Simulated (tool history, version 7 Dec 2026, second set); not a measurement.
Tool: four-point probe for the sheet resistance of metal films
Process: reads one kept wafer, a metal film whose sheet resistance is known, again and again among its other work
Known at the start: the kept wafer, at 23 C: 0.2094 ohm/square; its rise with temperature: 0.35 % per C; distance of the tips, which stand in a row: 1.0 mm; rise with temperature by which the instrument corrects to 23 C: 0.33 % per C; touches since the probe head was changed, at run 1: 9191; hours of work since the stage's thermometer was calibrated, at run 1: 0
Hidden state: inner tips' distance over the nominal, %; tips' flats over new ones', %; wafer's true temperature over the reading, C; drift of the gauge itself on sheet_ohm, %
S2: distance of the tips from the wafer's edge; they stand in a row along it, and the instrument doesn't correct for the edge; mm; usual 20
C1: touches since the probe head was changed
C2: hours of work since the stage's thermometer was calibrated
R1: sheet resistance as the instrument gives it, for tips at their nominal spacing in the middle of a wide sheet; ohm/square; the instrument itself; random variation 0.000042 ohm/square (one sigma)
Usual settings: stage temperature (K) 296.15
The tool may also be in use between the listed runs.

Run 1, hour 0: usual settings; C1 9191; C2 0. Result: R1 0.209556 ohm/square.
Run 2, hour 123: usual settings; C1 12345; C2 95. Result: R1 0.209412 ohm/square.
Run 3, hour 227.2: usual settings; C1 15016; C2 175. Result: R1 0.209303 ohm/square.
Run 4, hour 286.3: usual settings; C1 16534; C2 221. Result: R1 0.20916 ohm/square.
Run 5, hour 343.3: usual settings but S2 4 mm; C1 17995; C2 265. Result: R1 0.215636 ohm/square.
Run 6, hour 415.1: usual settings; C1 19836; C2 320. Result: R1 0.209057 ohm/square.
Run 7, hour 525.6: usual settings but stage temperature (K) 305.15; C1 22669; C2 405. Result: R1 0.209205 ohm/square.
Run 8, hour 615.4: usual settings but S2 5 mm; C1 24972; C2 474. Result: R1 0.212866 ohm/square.
Run 9, hour 690.7: usual settings but S2 5 mm; C1 26902; C2 533. Result: R1 0.212823 ohm/square.
Run 10, hour 749.8: usual settings; C1 28417; C2 578. Result: R1 0.208646 ohm/square.
Run 11, hour 803.5: usual settings; C1 29794; C2 619. Result: R1 0.208612 ohm/square.
Run 12, hour 891.8: usual settings; C1 32059; C2 688. Result: R1 0.208515 ohm/square.
Run 13, hour 949.7: usual settings but stage temperature (K) 297.15; C1 33544; C2 732. Result: R1 0.208418 ohm/square.
Run 14, hour 1012.7: usual settings but stage temperature (K) 297.15; C1 35161; C2 781. Result: R1 0.208423 ohm/square.
Run 15, hour 1101.1: usual settings but S2 41 mm; C1 37427; C2 849. Result: R1 0.208046 ohm/square.
Run 16, hour 1182.5: usual settings but S2 41 mm; C1 39513; C2 912. Result: R1 0.208015 ohm/square.
Run 17, hour 1289: usual settings but S2 41 mm; C1 42246; C2 994. Result: R1 0.207808 ohm/square.
Run 18, hour 1359.9: usual settings but S2 41 mm; C1 44064; C2 1048. Result: R1 0.207772 ohm/square.
Run 19, hour 1433.3: usual settings; C1 45946; C2 1105. Result: R1 0.207894 ohm/square.
Run 20, hour 1501.3: usual settings but S2 6 mm; C1 47689; C2 1157. Result: R1 0.210599 ohm/square.
Run 21, hour 1628.6: usual settings but S2 6 mm; C1 50954; C2 1256. Result: R1 0.210507 ohm/square.
Run 22, hour 1682.7: usual settings but S2 55 mm; C1 52342; C2 1297. Result: R1 0.207424 ohm/square.
Run 23, hour 1797.3: usual settings but S2 55 mm; C1 55280; C2 1386. Result: R1 0.207221 ohm/square.
Run 24, hour 1897.7: usual settings but stage temperature (K) 305.15, S2 10 mm; C1 57855; C2 1463. Result: R1 0.208452 ohm/square.
Run 25, hour 2000.7: usual settings but stage temperature (K) 295.15, S2 35 mm; C1 60497; C2 1543. Result: R1 0.207028 ohm/square.
Run 26, hour 2076.5: usual settings but stage temperature (K) 295.15, S2 35 mm; C1 62439; C2 1601. Result: R1 0.206949 ohm/square.
Run 27, hour 2179.9: usual settings but stage temperature (K) 295.15, S2 35 mm; C1 65090; C2 1681. Result: R1 0.206809 ohm/square.
Run 28, hour 2238.9: usual settings but stage temperature (K) 303.15, S2 28 mm; C1 66605; C2 1726. Result: R1 0.207063 ohm/square.
Run 29, hour 2293.8: usual settings but stage temperature (K) 303.15, S2 28 mm; C1 68011; C2 1768. Result: R1 0.207016 ohm/square.
Run 30, hour 2349.5: usual settings but stage temperature (K) 298.15, S2 51 mm; C1 69440; C2 1811. Result: R1 0.206703 ohm/square.
Run 31, hour 2444.5: usual settings but stage temperature (K) 298.15, S2 51 mm; C1 71875; C2 1885. Result: R1 0.20657 ohm/square.
At hour 2521.7: new probe head fitted.
Run 32, hour 2557: usual settings but stage temperature (K) 298.15, S2 51 mm; C1 907; C2 1971. Result: R1 0.209515 ohm/square.
Run 33, hour 2615.4: usual settings but stage temperature (K) 298.15, S2 51 mm; C1 2403; C2 2016. Result: R1 0.20941 ohm/square.
Run 34, hour 2700.1: usual settings but stage temperature (K) 295.15; C1 4576; C2 2081. Result: R1 0.209464 ohm/square.
Run 35, hour 2770.7: usual settings but stage temperature (K) 291.15, S2 21 mm; C1 6385; C2 2135. Result: R1 0.209267 ohm/square.
Run 36, hour 2854.5: usual settings but stage temperature (K) 298.15, S2 14 mm; C1 8535; C2 2200. Result: R1 0.209747 ohm/square.
Run 37, hour 2929.1: usual settings but stage temperature (K) 303.15; C1 10448; C2 2258. Result: R1 0.209487 ohm/square.
Run 38, hour 3057: usual settings but stage temperature (K) 294.15, S2 19 mm; C1 13729; C2 2356. Result: R1 0.209068 ohm/square.
At hour 3084.5: stage's thermometer calibrated.
Run 39, hour 3165.5: usual settings but stage temperature (K) 294.15, S2 19 mm; C1 16498; C2 62. Result: R1 0.209255 ohm/square.
Run 40, hour 3266.4: usual settings but stage temperature (K) 299.15; C1 19084; C2 140. Result: R1 0.209278 ohm/square.
Run 41, hour 3354.5: usual settings but stage temperature (K) 299.15; C1 21343; C2 208. Result: R1 0.209054 ohm/square.
Run 42, hour 3449.9: usual settings but stage temperature (K) 299.15; C1 23791; C2 282. Result: R1 0.209061 ohm/square.
Run 43, hour 3547.2: usual settings but stage temperature (K) 291.15, S2 9 mm; C1 26284; C2 357. Result: R1 0.209703 ohm/square.
Run 44, hour 3620.3: usual settings but S2 8 mm; C1 28161; C2 413. Result: R1 0.210246 ohm/square.
Run 45, hour 3702.2: usual settings but stage temperature (K) 292.15, S2 27 mm; C1 30260; C2 476. Result: R1 0.208317 ohm/square.
Run 46, hour 3830.1: usual settings but S2 57 mm; C1 33540; C2 575. Result: R1 0.208266 ohm/square.

Hidden state at the last listed run before each entry between runs and at the first one after, where it differs:
Between runs 31 and 32: new probe head fitted (hour 2521.7)
  inner tips' distance over the nominal, %: -1.186 -> 0.1; tips' flats over new ones', %: 115 -> 2; wafer's true temperature over the reading, C: -0.33 -> -0.34
  measured less the result without the state, R1: -0.00292 -> -0.000021 ohm/square
Between runs 38 and 39: stage's thermometer calibrated (hour 3084.5)
  inner tips' distance over the nominal, %: -0.122 -> -0.171; tips' flats over new ones', %: 23 -> 27; wafer's true temperature over the reading, C: -0.4 -> -0.05
  measured less the result without the state, R1: -0.000567 -> -0.000425 ohm/square
